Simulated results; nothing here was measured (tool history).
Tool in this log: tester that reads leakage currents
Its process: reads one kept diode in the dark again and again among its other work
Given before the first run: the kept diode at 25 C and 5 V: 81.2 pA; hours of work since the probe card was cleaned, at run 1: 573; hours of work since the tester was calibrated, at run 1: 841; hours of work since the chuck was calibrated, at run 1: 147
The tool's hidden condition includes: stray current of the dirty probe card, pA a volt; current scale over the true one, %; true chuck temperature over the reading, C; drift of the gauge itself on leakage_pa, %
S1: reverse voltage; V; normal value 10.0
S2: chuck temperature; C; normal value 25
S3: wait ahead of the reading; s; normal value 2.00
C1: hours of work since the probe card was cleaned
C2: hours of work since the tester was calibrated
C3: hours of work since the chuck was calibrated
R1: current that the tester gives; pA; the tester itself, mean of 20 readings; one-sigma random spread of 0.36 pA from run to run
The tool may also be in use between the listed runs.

| run | hour | S1 | S2 | S3 | C1 | C2 | C3 | R1 |
|---|---|---|---|---|---|---|---|---|
| 1 | 0.0 | 10.0 | 25 | 2.00 | 573 | 841 | 147 | 120.39 |
| 2 | 55.8 | 10.0 | 25 | 2.00 | 605 | 874 | 179 | 119.78 |
| 3 | 103.7 | 10.0 | 25 | 2.00 | 632 | 901 | 207 | 119.40 |
| 4 | 138.8 | 10.0 | 25 | 2.00 | 652 | 921 | 227 | 120.14 |
| 5 | 203.1 | 10.0 | 25 | 2.00 | 690 | 958 | 264 | 119.45 |
| 6 | 272.0 | 10.0 | 22 | 2.00 | 729 | 998 | 304 | 92.98 |
| 7 | 332.5 | 10.0 | 22 | 2.00 | 764 | 1033 | 339 | 92.88 |
| 8 | 372.6 | 10.0 | 33 | 2.00 | 787 | 1056 | 362 | 232.20 |
| 9 | 431.5 | 10.0 | 25 | 2.00 | 821 | 1090 | 396 | 119.46 |
| 10 | 461.4 | 10.0 | 25 | 2.00 | 838 | 1107 | 413 | 119.78 |
| 11 | 502.3 | 10.0 | 25 | 2.00 | 862 | 1131 | 437 | 120.12 |
| 12 | 555.5 | 10.0 | 25 | 2.00 | 892 | 1161 | 467 | 119.85 |
| 13 | 597.4 | 1.5 | 25 | 2.00 | 917 | 1185 | 491 | 42.37 |
| 14 | 636.1 | 1.5 | 25 | 0.44 | 939 | 1208 | 514 | 43.52 |
| 15 | 697.9 | 1.5 | 25 | 0.44 | 974 | 1243 | 549 | 43.11 |
| 16 | 741.9 | 10.0 | 25 | 1.19 | 1000 | 1269 | 574 | 120.69 |
| 17 | 787.8 | 10.0 | 25 | 1.57 | 1026 | 1295 | 601 | 119.88 |
| 18 | 847.4 | 10.0 | 25 | 1.57 | 1061 | 1329 | 635 | 120.10 |
|  | 895.0 | chuck's temperature calibrated |
| 19 | 898.8 | 10.0 | 25 | 2.00 | 1089 | 1358 | 2 | 119.98 |
| 20 | 934.0 | 10.0 | 25 | 2.00 | 1109 | 1378 | 22 | 119.87 |
| 21 | 969.5 | 10.0 | 25 | 2.00 | 1130 | 1399 | 43 | 120.48 |
| 22 | 1013.4 | 10.0 | 25 | 2.00 | 1155 | 1424 | 68 | 120.15 |
| 23 | 1074.0 | 2.2 | 38 | 2.27 | 1190 | 1459 | 103 | 150.71 |
| 24 | 1132.6 | 2.2 | 38 | 2.27 | 1224 | 1492 | 137 | 151.21 |
| 25 | 1187.7 | 2.2 | 38 | 2.27 | 1255 | 1524 | 169 | 150.71 |
| 26 | 1230.2 | 2.4 | 47 | 2.00 | 1280 | 1549 | 193 | 312.95 |
| 27 | 1261.9 | 2.4 | 47 | 2.00 | 1298 | 1567 | 211 | 314.23 |
| 28 | 1314.2 | 1.6 | 38 | 0.33 | 1328 | 1597 | 241 | 127.60 |
| 29 | 1376.4 | 1.6 | 38 | 0.33 | 1364 | 1633 | 277 | 127.35 |
| 30 | 1421.7 | 1.6 | 38 | 0.33 | 1390 | 1659 | 303 | 127.48 |
| 31 | 1461.9 | 1.6 | 50 | 0.33 | 1413 | 1682 | 326 | 312.79 |
| 32 | 1527.1 | 1.6 | 50 | 0.33 | 1451 | 1720 | 364 | 313.70 |
| 33 | 1597.6 | 1.6 | 50 | 0.33 | 1491 | 1760 | 405 | 313.54 |
| 34 | 1639.3 | 2.6 | 50 | 3.70 | 1515 | 1784 | 429 | 408.52 |
| 35 | 1696.0 | 4.2 | 50 | 5.03 | 1548 | 1817 | 461 | 530.34 |
| 36 | 1727.3 | 1.7 | 35 | 8.27 | 1566 | 1835 | 479 | 104.01 |
| 37 | 1760.9 | 1.7 | 35 | 8.27 | 1585 | 1854 | 499 | 103.25 |
| 38 | 1808.7 | 10.0 | 29 | 6.94 | 1613 | 1882 | 526 | 166.00 |
| 39 | 1862.4 | 10.0 | 29 | 6.94 | 1644 | 1913 | 557 | 165.48 |

Below, some changes in R1 between adjacent runs. For each, the amount present without the hidden state too (settings, incoming material, random variation) and the amount remaining for the hidden state with gauge scatter not shared by both compared results:
Run 18 -> 19: S3 1.57 -> 2.00, chuck's temperature calibrated. R1 -0.12 pA: hidden state +0.15, all else -0.27.
Run 27 -> 28: S1 2.4 -> 1.6, S2 47 -> 38, S3 2.00 -> 0.33. R1 -186.63 pA: hidden state +0.05, all else -186.68.
Run 30 -> 31: S2 38 -> 50. R1 +185.31 pA: hidden state -0.11, all else +185.42.
Run 34 -> 35: S1 2.6 -> 4.2, S3 3.70 -> 5.03. R1 +121.82 pA: hidden state -0.13, all else +121.95.
Run 35 -> 36: S1 4.2 -> 1.7, S2 50 -> 35, S3 5.03 -> 8.27. R1 -426.33 pA: hidden state +0.33, all else -426.66.
